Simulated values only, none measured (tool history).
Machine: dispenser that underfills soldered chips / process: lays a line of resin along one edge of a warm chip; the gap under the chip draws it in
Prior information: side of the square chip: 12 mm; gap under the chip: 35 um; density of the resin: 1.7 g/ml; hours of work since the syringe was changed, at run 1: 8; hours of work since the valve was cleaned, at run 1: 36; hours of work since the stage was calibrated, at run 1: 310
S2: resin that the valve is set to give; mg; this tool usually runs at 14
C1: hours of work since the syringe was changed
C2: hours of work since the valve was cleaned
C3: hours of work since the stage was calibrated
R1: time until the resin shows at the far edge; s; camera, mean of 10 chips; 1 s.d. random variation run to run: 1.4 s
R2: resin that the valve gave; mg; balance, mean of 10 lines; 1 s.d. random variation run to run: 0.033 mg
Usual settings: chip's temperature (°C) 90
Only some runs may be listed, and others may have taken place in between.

Run 1, hour 0: usual settings; C1 8; C2 36; C3 310. Result: R1 216.3 s, R2 13.65 mg.
At hour 3.6: new syringe of resin.
Run 2, hour 8.4: usual settings but chip's temperature (°C) 80; C1 4; C2 42; C3 316. Result: R1 258.7 s, R2 13.65 mg.
At hour 13.4: dispensing valve cleaned and set on the balance.
At hour 17.3: new syringe of resin.
Run 3, hour 24.2: usual settings but chip's temperature (°C) 80; C1 5; C2 8; C3 327. Result: R1 274.3 s, R2 13.91 mg.
At hour 30.5: new syringe of resin.
Run 4, hour 36.7: usual settings but chip's temperature (°C) 80; C1 5; C2 17; C3 336. Result: R1 273.5 s, R2 13.84 mg.
At hour 43.8: new syringe of resin.
Run 5, hour 48.3: usual settings but chip's temperature (°C) 79; C1 3; C2 26; C3 345. Result: R1 259.9 s, R2 13.77 mg.
At hour 56.7: new syringe of resin.
Run 6, hour 61.4: usual settings but chip's temperature (°C) 79; C1 4; C2 36; C3 355. Result: R1 267.9 s, R2 13.68 mg.
At hour 69.9: new syringe of resin.
At hour 75.1: dispensing valve cleaned and set on the balance.
Run 7, hour 77: usual settings but chip's temperature (°C) 79; C1 5; C2 1; C3 366. Result: R1 279.9 s, R2 13.95 mg.
At hour 84.7: new syringe of resin.
Run 8, hour 87.3: usual settings; C1 2; C2 9; C3 373. Result: R1 165.8 s, R2 13.95 mg.
Run 9, hour 95.1: usual settings; C1 8; C2 15; C3 379. Result: R1 217.6 s, R2 13.89 mg.
At hour 98.1: new syringe of resin.
Run 10, hour 107.1: usual settings; C1 7; C2 24; C3 388. Result: R1 204.4 s, R2 13.78 mg.
At hour 111: new syringe of resin.
Run 11, hour 113.7: usual settings; C1 2; C2 29; C3 393. Result: R1 168.3 s, R2 13.76 mg.
Run 12, hour 123.2: usual settings; C1 9; C2 36; C3 400. Result: R1 230.6 s, R2 13.72 mg.
At hour 124.6: new syringe of resin.
Run 13, hour 130.3: usual settings but S2 13.8 mg; C1 4; C2 41; C3 405. Result: R1 182.5 s, R2 13.47 mg.
At hour 135.7: dispensing valve cleaned and set on the balance.
At hour 138.3: new syringe of resin.
Run 14, hour 141.7: usual settings; C1 3; C2 4; C3 413. Result: R1 172 s, R2 13.99 mg.
At hour 151.1: new syringe of resin.
Run 15, hour 151.8: usual settings; C1 1; C2 12; C3 421. Result: R1 151.5 s, R2 13.85 mg.
Run 16, hour 160.8: usual settings; C1 7; C2 19; C3 427. Result: R1 212.5 s, R2 13.81 mg.
At hour 164: new syringe of resin.
Run 17, hour 168.6: usual settings; C1 4; C2 24; C3 433. Result: R1 174.3 s, R2 13.73 mg.
At hour 177.7: new syringe of resin.
Run 18, hour 179.6: usual settings; C1 1; C2 33; C3 441. Result: R1 161.3 s, R2 13.64 mg.
Run 19, hour 185.9: usual settings; C1 6; C2 37; C3 446. Result: R1 202.5 s, R2 13.59 mg.
At hour 191.7: new syringe of resin.
Run 20, hour 194.7: usual settings; C1 2; C2 44; C3 453. Result: R1 168.5 s, R2 13.56 mg.
At hour 196.9: dispensing valve cleaned and set on the balance.
At hour 206: new syringe of resin.
Run 21, hour 206: usual settings but chip's temperature (°C) 93, S2 15.5 mg; C1 0; C2 7; C3 460. Result: R1 135.9 s, R2 15.47 mg.
At hour 218.7: new syringe of resin.
Run 22, hour 220.4: usual settings but chip's temperature (°C) 104, S2 12.5 mg; C1 1; C2 17; C3 471. Result: R1 102.3 s, R2 12.35 mg.
At hour 231.6: new syringe of resin.
Run 23, hour 231.6: usual settings but chip's temperature (°C) 81, S2 17 mg; C1 0; C2 26; C3 479. Result: R1 203.3 s, R2 16.74 mg.
At hour 244.3: new syringe of resin.
Run 24, hour 245.4: usual settings but chip's temperature (°C) 81, S2 17 mg; C1 1; C2 36; C3 489. Result: R1 214.3 s, R2 16.59 mg.
Run 25, hour 252.7: usual settings but chip's temperature (°C) 81, S2 17 mg; C1 6; C2 42; C3 495. Result: R1 289.6 s, R2 16.55 mg.

Run 26 is up next; what results do you expect?
At hour 257.5: new syringe of resin.
At hour 258.5: dispensing valve cleaned and set on the balance.
Run 26, hour 260.5: usual settings but chip's temperature (°C) 104, S2 17.3 mg; C1 1; C2 1; C3 500. Result: R1 ?, R2 ?.

R1: 101.4 s
R2: 17.27 mg
Minus the tool's unlogged condition, the same run would have read R1 83.8 s, R2 17.29 mg.
